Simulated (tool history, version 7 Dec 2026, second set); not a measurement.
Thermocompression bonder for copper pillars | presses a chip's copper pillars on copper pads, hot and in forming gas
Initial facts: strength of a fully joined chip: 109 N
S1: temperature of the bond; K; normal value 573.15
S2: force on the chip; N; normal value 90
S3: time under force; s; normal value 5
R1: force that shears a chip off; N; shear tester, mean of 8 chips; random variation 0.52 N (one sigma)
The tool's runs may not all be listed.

run,day,S1,S2,S3,R1
1,0,573.15,90,5,69.1
2,0.521,573.15,90,5,69
3,1.075,573.15,90,5,68.8
4,1.779,573.15,90,5,69.7
5,2.292,573.15,131,5,80.9
6,2.629,573.15,131,5,80.6
7,3.079,573.15,90,5,67.7
8,3.829,573.15,90,5,68.1
9,4.238,573.15,90,5,66.9
10,4.654,573.15,90,5,67.2
11,5.408,573.15,135,5,81
12,6.062,578.15,90,5,69.9
13,6.742,578.15,90,5,68.9
14,7.146,594.15,90,5,78.6
15,7.888,573.15,90,4,61.6
# day 8.196: forming gas filter changed
16,8.562,573.15,90,5,74.1
17,9.038,573.15,90,5,72.8
18,9.688,593.15,115,3,86.7
19,10.058,573.15,56,6,58.2
20,10.612,574.15,56,6,58.5
21,11.146,596.15,103,3,84.4
22,11.488,557.15,98,8,71.3

Forecast run 23:
23,12.138,573.15,98,10,?

R1: 87.9 N
Had the tool carried no hidden state, the very same run would have given R1 93.2 N.
